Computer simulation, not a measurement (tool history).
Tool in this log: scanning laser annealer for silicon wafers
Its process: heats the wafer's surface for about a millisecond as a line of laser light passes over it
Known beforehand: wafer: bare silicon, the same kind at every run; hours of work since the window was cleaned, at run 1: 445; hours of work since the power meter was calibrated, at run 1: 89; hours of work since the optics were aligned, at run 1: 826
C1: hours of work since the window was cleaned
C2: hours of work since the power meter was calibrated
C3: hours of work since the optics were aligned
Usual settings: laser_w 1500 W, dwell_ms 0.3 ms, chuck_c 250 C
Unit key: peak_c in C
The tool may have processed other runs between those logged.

{"run": 1, "hour": 0.0, "laser_w": 1500, "dwell_ms": 0.3, "chuck_c": 250, "C1": 445, "C2": 89, "C3": 826, "peak_c": 942}
{"run": 2, "hour": 13.1, "laser_w": 1354, "dwell_ms": 0.3, "chuck_c": 250, "C1": 454, "C2": 98, "C3": 835, "peak_c": 873}
{"run": 3, "hour": 20.2, "laser_w": 1354, "dwell_ms": 0.3, "chuck_c": 250, "C1": 459, "C2": 103, "C3": 839, "peak_c": 870}
{"run": 4, "hour": 33.0, "laser_w": 1354, "dwell_ms": 0.3, "chuck_c": 250, "C1": 467, "C2": 111, "C3": 848, "peak_c": 872}
{"run": 5, "hour": 39.8, "laser_w": 1354, "dwell_ms": 0.3, "chuck_c": 250, "C1": 472, "C2": 116, "C3": 853, "peak_c": 866}
{"run": 6, "hour": 46.8, "laser_w": 1354, "dwell_ms": 0.3, "chuck_c": 250, "C1": 476, "C2": 121, "C3": 857, "peak_c": 875}
{"run": 7, "hour": 55.2, "laser_w": 1500, "dwell_ms": 0.3, "chuck_c": 250, "C1": 482, "C2": 126, "C3": 863, "peak_c": 942}
{"run": 8, "hour": 64.6, "laser_w": 1500, "dwell_ms": 0.3, "chuck_c": 250, "C1": 488, "C2": 133, "C3": 869, "peak_c": 938}
{"run": 9, "hour": 70.9, "laser_w": 1500, "dwell_ms": 0.3, "chuck_c": 250, "C1": 492, "C2": 137, "C3": 873, "peak_c": 938}
{"run": 10, "hour": 76.8, "laser_w": 1500, "dwell_ms": 0.3, "chuck_c": 250, "C1": 496, "C2": 141, "C3": 877, "peak_c": 941}
{"run": 11, "hour": 88.1, "laser_w": 1500, "dwell_ms": 0.3, "chuck_c": 250, "C1": 504, "C2": 148, "C3": 885, "peak_c": 939}
{"run": 12, "hour": 97.2, "laser_w": 1500, "dwell_ms": 0.3, "chuck_c": 250, "C1": 510, "C2": 154, "C3": 891, "peak_c": 945}
{"run": 13, "hour": 105.6, "laser_w": 1524, "dwell_ms": 0.23, "chuck_c": 249, "C1": 516, "C2": 160, "C3": 897, "peak_c": 847}
{"run": 14, "hour": 111.4, "laser_w": 1524, "dwell_ms": 0.23, "chuck_c": 249, "C1": 520, "C2": 164, "C3": 901, "peak_c": 846}
{"run": 15, "hour": 120.9, "laser_w": 1500, "dwell_ms": 0.235, "chuck_c": 231, "C1": 526, "C2": 170, "C3": 907, "peak_c": 827}
{"run": 16, "hour": 134.8, "laser_w": 1360, "dwell_ms": 0.293, "chuck_c": 274, "C1": 535, "C2": 180, "C3": 916, "peak_c": 886}
{"run": 17, "hour": 143.0, "laser_w": 1562, "dwell_ms": 0.216, "chuck_c": 239, "C1": 541, "C2": 185, "C3": 922, "peak_c": 827}
{"run": 18, "hour": 154.6, "laser_w": 1279, "dwell_ms": 0.239, "chuck_c": 252, "C1": 549, "C2": 193, "C3": 929, "peak_c": 759}

Run 19 has not been measured yet. What should we expect?
{"run": 19, "hour": 162.4, "laser_w": 1347, "dwell_ms": 0.226, "chuck_c": 286, "C1": 554, "C2": 198, "C3": 935, "peak_c": "?"}

peak_c: 805 C
Minus the tool's unlogged condition, the same run would have read peak_c 818 C.

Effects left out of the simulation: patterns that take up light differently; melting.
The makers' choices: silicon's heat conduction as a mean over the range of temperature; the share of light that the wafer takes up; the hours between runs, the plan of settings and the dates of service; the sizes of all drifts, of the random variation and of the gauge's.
